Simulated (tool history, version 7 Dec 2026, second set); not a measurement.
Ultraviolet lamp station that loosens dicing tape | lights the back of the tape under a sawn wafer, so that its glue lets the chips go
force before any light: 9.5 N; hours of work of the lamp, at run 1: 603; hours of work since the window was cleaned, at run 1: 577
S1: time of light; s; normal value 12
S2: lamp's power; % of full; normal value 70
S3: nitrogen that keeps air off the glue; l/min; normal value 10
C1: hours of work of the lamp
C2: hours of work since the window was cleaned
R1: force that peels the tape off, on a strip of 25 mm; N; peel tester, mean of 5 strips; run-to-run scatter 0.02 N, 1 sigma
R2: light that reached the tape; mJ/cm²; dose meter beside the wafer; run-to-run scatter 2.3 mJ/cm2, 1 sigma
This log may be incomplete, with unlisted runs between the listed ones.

run	day	S1	S2	S3	C1	C2	R1	R2
1	0	12	70	10	603	577	1.775	164
# day 0.721: window cleaned of glue's vapour
2	1.425	12	70	10	623	10	1.222	194
3	2.092	12	70	17	632	19	0.945	191
4	2.808	12	70	17	642	29	0.955	192
5	3.588	12	70	17	653	40	0.98	189
6	5.2	12	90	10	675	62	0.794	242
7	6.15	12	64	10	688	75	1.568	169
8	7.375	12	70	10	705	92	1.368	184
9	8.033	12	70	10	714	102	1.405	184
10	9.333	12	70	10	732	120	1.419	182
11	10.288	12	70	10	746	133	1.435	181
12	11.767	12	96	10	766	153	0.79	251
13	13.046	12	70	10	784	171	1.46	178
14	14.317	12	70	11	802	189	1.437	177
15	15.017	12	70	11	811	199	1.393	180
16	16.45	12	70	11	831	218	1.435	173
17	17.804	12	70	11	850	237	1.514	174
18	19.254	13	70	11	870	257	1.324	184
19	20.579	13	70	11	889	276	1.376	185
20	21.692	13	70	10	904	291	1.46	182
21	22.625	12	70	10	917	304	1.713	164
22	24.079	12	70	10	937	324	1.754	164
23	25.008	12	82	12	950	337	1.178	190
24	25.812	11	73	4	961	349	2.805	154
25	26.942	11	63	9	977	364	2.456	132
26	28.342	7	66	11	996	384	3.636	88
27	29.55	7	66	11	1013	400	3.76	86
28	30.267	7	74	4	1023	410	4.578	94
29	31.517	12	70	13	1041	428	1.617	160
30	32.467	16	89	13	1054	441	0.585	259
31	33.75	16	89	13	1072	459	0.599	257
32	34.779	23	70	10	1086	473	0.551	289
33	35.692	12	88	9	1099	486	1.487	190
34	36.604	12	88	9	1111	498	1.451	185
35	37.708	12	88	9	1127	514	1.507	186
36	39.038	12	88	9	1145	532	1.518	185
37	40.504	9	65	16	1165	553	2.813	99
# day 40.712: lamp changed
38	41.9	13	66	6	17	571	1.821	194
39	42.621	10	70	8	27	581	2.052	157
# day 43.083: window cleaned of glue's vapour
40	43.621	23	72	3	40	7	0.574	431
41	44.792	23	72	3	56	24	0.574	432
42	45.771	14	89	4	70	37	0.87	320

How would selected steps in R1 from run to run divide? Give the signed amount a tool lacking its hidden state would still show from settings, what came in and random variation, and the signed amount left for the hidden state, including any gauge scatter that is not in both of the compared results.
Unlogged tool condition in this case: lamp's light, % of a new lamp's; light that the window lets through, % of a clean one's; drift of the gauge itself on peel_n, %; drift of the gauge itself on dose_mj_cm2, %.
Run 23 -> 24: S1 12 -> 11, S2 82 -> 73, S3 12 -> 4. R1 +1.627 N: hidden state +0.433, all else +1.194.
Run 28 -> 29: S1 7 -> 12, S2 74 -> 70, S3 4 -> 13. R1 -2.961 N: hidden state -0.444, all else -2.517.
Run 29 -> 30: S1 12 -> 16, S2 70 -> 89. R1 -1.032 N: hidden state -0.506, all else -0.526.
Run 32 -> 33: S1 23 -> 12, S2 70 -> 88, S3 10 -> 9. R1 +0.936 N: hidden state +0.524, all else +0.412.
Run 37 -> 38: S1 9 -> 13, S2 65 -> 66, S3 16 -> 6, lamp changed. R1 -0.992 N: hidden state -0.857, all else -0.135.
Run 39 -> 40: S1 10 -> 23, S2 70 -> 72, S3 8 -> 3, window cleaned of glue's vapour. R1 -1.478 N: hidden state -0.483, all else -0.995.
